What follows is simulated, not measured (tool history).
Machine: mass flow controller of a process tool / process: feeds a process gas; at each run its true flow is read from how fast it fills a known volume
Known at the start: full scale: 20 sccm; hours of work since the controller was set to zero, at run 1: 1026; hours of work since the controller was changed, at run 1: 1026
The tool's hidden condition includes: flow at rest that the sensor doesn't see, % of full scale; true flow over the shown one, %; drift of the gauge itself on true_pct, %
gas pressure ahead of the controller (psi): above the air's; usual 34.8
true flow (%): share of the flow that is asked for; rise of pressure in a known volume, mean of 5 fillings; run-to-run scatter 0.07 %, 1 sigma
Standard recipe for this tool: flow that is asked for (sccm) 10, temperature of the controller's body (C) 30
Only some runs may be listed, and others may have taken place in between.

run      day  flow that is asked for (sccm)  gas pressure ahead of the controller (psi)  temperature of the controller's body (C)  hours of work since the controller was set to zero  hours of work since the controller was changed  true flow (%)
  1        0                             10                                        34.8                                        30                                                1026                                            1026          98.98
  2   11.108                             10                                        34.8                                        21                                                1212                                            1212          99.31
  3   21.938                             10                                        34.8                                        21                                                1393                                            1393          99.35
  4   35.221                             10                                        29.7                                        21                                                1614                                            1614          99.38
  5   44.971                             10                                        29.7                                        21                                                1777                                            1777           99.5
  6   54.804                             10                                        34.8                                        32                                                1941                                            1941           99.4
  7   69.962                             10                                        34.8                                        32                                                2194                                            2194           99.4
  8   84.246                             10                                        34.8                                        32                                                2433                                            2433          99.45
  9   99.721                             10                                        34.8                                        32                                                2691                                            2691          99.48
 10  110.904                             10                                        34.8                                        32                                                2878                                            2878           99.6
 11  122.954                             10                                        33.9                                        30                                                3079                                            3079          99.53
 12  132.962                             10                                        34.8                                        30                                                3246                                            3246          99.79
 13  145.312                             10                                        34.8                                        30                                                3453                                            3453          99.76
 14  155.304                             17                                        34.8                                        30                                                3619                                            3619         100.48
 15  167.046                             17                                        34.8                                        30                                                3815                                            3815         100.62
 16  175.871                             17                                        34.8                                        30                                                3963                                            3963         100.63
 17  192.796                             17                                        34.8                                        30                                                4245                                            4245         100.53
     196.846  -- gauge calibrated
 18  204.304                             17                                        34.8                                        30                                                4437                                            4437          99.77
 19  219.938                             17                                        34.8                                        30                                                4698                                            4698          99.88
 20  237.308                             12                                        33.8                                        26                                                4988                                            4988          99.54
 21  254.733                             10                                        24.1                                        38                                                5279                                            5279          98.89
 22  271.596                             12                                        22.9                                        24                                                5561                                            5561          99.31
 23  288.888                              2                                        22.3                                        24                                                5850                                            5850          98.59
 24  307.654                             10                                        35.8                                        22                                                6163                                            6163          99.85
 25  320.521                             10                                        28.1                                        26                                                6378                                            6378           99.6
 26  335.546                             10                                        28.1                                        26                                                6629                                            6629          99.68
 27  347.754                              6                                        31.8                                        35                                                6832                                            6832          99.28
 28  358.454                             12                                        31.8                                        25                                                7011                                            7011         100.05
 29    371.3                              8                                          40                                        23                                                7226                                            7226         100.17
 30  379.833                              7                                          40                                        22                                                7368                                            7368         100.04
     384.171  -- controller's zero set anew
 31  391.675                              7                                        22.6                                        28                                                 125                                            7565          99.28
 32  410.288                             10                                        35.8                                        25                                                 436                                            7876         100.23
 33  427.317                             11                                        21.3                                        30                                                 720                                            8161          99.81
 34  436.846                             11                                        21.3                                        30                                                 879                                            8320          99.85
 35  446.975                              4                                        34.8                                        30                                                1049                                            8489          99.81
 36  463.604                              4                                        34.8                                        30                                                1326                                            8766          99.71
 37  479.962                              2                                        34.8                                        39                                                1599                                            9039          99.31

Same runs, no hidden state in the tool, same run-to-run variation:
run  true flow (%)
  1          98.98
  2          99.25
  3          99.25
  4          99.22
  5           99.3
  6          99.15
  7          99.08
  8          99.07
  9          99.03
 10           99.1
 11          98.97
 12          99.19
 13          99.11
 14          99.78
 15          99.86
 16          99.84
 17          99.67
 18          99.73
 19          99.77
 20          99.35
 21          98.62
 22          98.96
 23          98.14
 24          99.35
 25          99.04
 26          99.05
 27          98.59
 28          99.32
 29          99.38
 30           99.2
 31          98.41
 32          99.28
 33          98.78
 34          98.78
 35          98.69
 36          98.52
 37          98.04
